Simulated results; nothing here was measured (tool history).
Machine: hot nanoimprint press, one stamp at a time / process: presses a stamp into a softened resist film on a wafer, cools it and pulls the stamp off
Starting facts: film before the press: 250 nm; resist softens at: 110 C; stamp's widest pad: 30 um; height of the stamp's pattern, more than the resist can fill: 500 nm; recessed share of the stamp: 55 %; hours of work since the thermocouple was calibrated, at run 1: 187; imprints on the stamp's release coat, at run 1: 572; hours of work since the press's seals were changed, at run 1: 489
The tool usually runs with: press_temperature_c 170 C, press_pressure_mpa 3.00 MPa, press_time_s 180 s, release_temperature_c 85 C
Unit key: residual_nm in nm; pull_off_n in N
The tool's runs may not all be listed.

run	day	press_temperature_c	press_pressure_mpa	press_time_s	release_temperature_c	hours of work since the thermocouple was calibrated	imprints on the stamp's release coat	hours of work since the press's seals were changed	residual_nm	pull_off_n
1	0.000	170	3.00	180	85	187	572	489	142.4	196
2	1.571	170	3.15	180	85	207	726	509	140.7	189
3	3.296	170	3.00	180	85	229	895	531	143.0	209
# day 4.379: stamp cleaned and given a new release coat
4	4.596	170	3.00	180	85	242	21	544	142.9	164
5	5.512	170	3.00	180	85	253	110	556	143.0	165
6	6.671	170	3.00	180	85	268	224	570	141.8	174
7	7.633	176	3.00	180	85	280	318	582	113.0	176
8	8.629	166	3.00	180	85	293	416	595	164.6	179
9	9.971	170	3.00	180	85	310	547	612	144.2	185
10	10.867	170	1.85	180	85	321	635	623	169.1	190
11	12.588	170	1.85	180	85	343	804	645	168.5	201

For run 12, what comes out?
12	14.025	170	3.00	180	85	361	944	663	?	?

Run 12 gave residual_nm 141.7 nm, pull_off_n 208 N.
If the tool had no hidden condition, the same run with the same run-to-run variation would have returned residual_nm 147.8 nm, pull_off_n 176 N.
